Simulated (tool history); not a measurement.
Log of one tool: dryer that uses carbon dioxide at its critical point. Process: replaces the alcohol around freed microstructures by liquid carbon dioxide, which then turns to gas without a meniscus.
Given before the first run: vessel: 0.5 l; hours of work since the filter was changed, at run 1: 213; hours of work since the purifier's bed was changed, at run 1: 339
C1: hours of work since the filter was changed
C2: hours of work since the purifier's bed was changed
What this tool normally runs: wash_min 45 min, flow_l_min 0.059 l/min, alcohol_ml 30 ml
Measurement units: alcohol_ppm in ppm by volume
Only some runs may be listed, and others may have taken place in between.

Run 1, hour 0: usual settings; C1 213; C2 339. Result: alcohol_ppm 693 ppm by volume.
Run 2, hour 26.6: usual settings; C1 222; C2 348. Result: alcohol_ppm 718 ppm by volume.
Run 3, hour 53.3: usual settings but alcohol_ml 90 ml; C1 231; C2 357. Result: alcohol_ppm 2047 ppm by volume.
Run 4, hour 82.4: usual settings; C1 240; C2 367. Result: alcohol_ppm 720 ppm by volume.
Run 5, hour 100.4: usual settings but wash_min 48 min; C1 246; C2 373. Result: alcohol_ppm 573 ppm by volume.
Run 6, hour 132: usual settings but flow_l_min 0.0774 l/min; C1 257; C2 384. Result: alcohol_ppm 245 ppm by volume.
Run 7, hour 147.9: usual settings but alcohol_ml 22 ml; C1 262; C2 389. Result: alcohol_ppm 576 ppm by volume.
Run 8, hour 180.3: usual settings but alcohol_ml 22 ml; C1 273; C2 400. Result: alcohol_ppm 602 ppm by volume.
Run 9, hour 204.2: usual settings but alcohol_ml 22 ml; C1 281; C2 408. Result: alcohol_ppm 596 ppm by volume.
Run 10, hour 237.9: usual settings but alcohol_ml 22 ml; C1 293; C2 420. Result: alcohol_ppm 609 ppm by volume.
Run 11, hour 263.1: usual settings but alcohol_ml 22 ml; C1 301; C2 428. Result: alcohol_ppm 628 ppm by volume.
At hour 277: inlet filter changed.
Run 12, hour 293.7: usual settings but alcohol_ml 22 ml; C1 6; C2 438. Result: alcohol_ppm 441 ppm by volume.
Run 13, hour 321.8: usual settings but flow_l_min 0.0665 l/min; C1 15; C2 448. Result: alcohol_ppm 368 ppm by volume.
Run 14, hour 348.1: usual settings but flow_l_min 0.0665 l/min; C1 24; C2 456. Result: alcohol_ppm 366 ppm by volume.
Run 15, hour 381.8: usual settings but wash_min 65 min, flow_l_min 0.0665 l/min, alcohol_ml 71 ml; C1 35; C2 468. Result: alcohol_ppm 160 ppm by volume.
Run 16, hour 401.7: usual settings but wash_min 29 min, flow_l_min 0.0639 l/min, alcohol_ml 36 ml; C1 42; C2 475. Result: alcohol_ppm 2692 ppm by volume.
Run 17, hour 431.5: usual settings but wash_min 29 min, flow_l_min 0.0639 l/min, alcohol_ml 36 ml; C1 52; C2 485. Result: alcohol_ppm 2717 ppm by volume.
Run 18, hour 460.2: usual settings but wash_min 44 min, flow_l_min 0.0639 l/min, alcohol_ml 36 ml; C1 62; C2 494. Result: alcohol_ppm 576 ppm by volume.
Run 19, hour 478.6: usual settings but wash_min 32 min, flow_l_min 0.0364 l/min, alcohol_ml 89 ml; C1 68; C2 500. Result: alcohol_ppm 22509 ppm by volume.
Run 20, hour 514.1: usual settings but wash_min 72 min, flow_l_min 0.087 l/min, alcohol_ml 42 ml; C1 80; C2 512. Result: alcohol_ppm 104 ppm by volume.
Run 21, hour 542.9: usual settings but wash_min 32 min, flow_l_min 0.0397 l/min, alcohol_ml 42 ml; C1 90; C2 522. Result: alcohol_ppm 8832 ppm by volume.
Run 22, hour 578.2: usual settings but wash_min 48 min, flow_l_min 0.0381 l/min, alcohol_ml 84 ml; C1 102; C2 534. Result: alcohol_ppm 6605 ppm by volume.

Across each entry between runs, compare the hidden state at the last listed run before it with the hidden state at the first listed run after it:
Runs 11 to 12: inlet filter changed (hour 277)
  flow that reaches the vessel past the clogged filter, %: 90.6 -> 99.4; alcohol in the recycled carbon dioxide, ppm: 91.2 -> 93.2
  measured value less the no-hidden-state value, alcohol_ppm: +281 -> +97 ppm by volume

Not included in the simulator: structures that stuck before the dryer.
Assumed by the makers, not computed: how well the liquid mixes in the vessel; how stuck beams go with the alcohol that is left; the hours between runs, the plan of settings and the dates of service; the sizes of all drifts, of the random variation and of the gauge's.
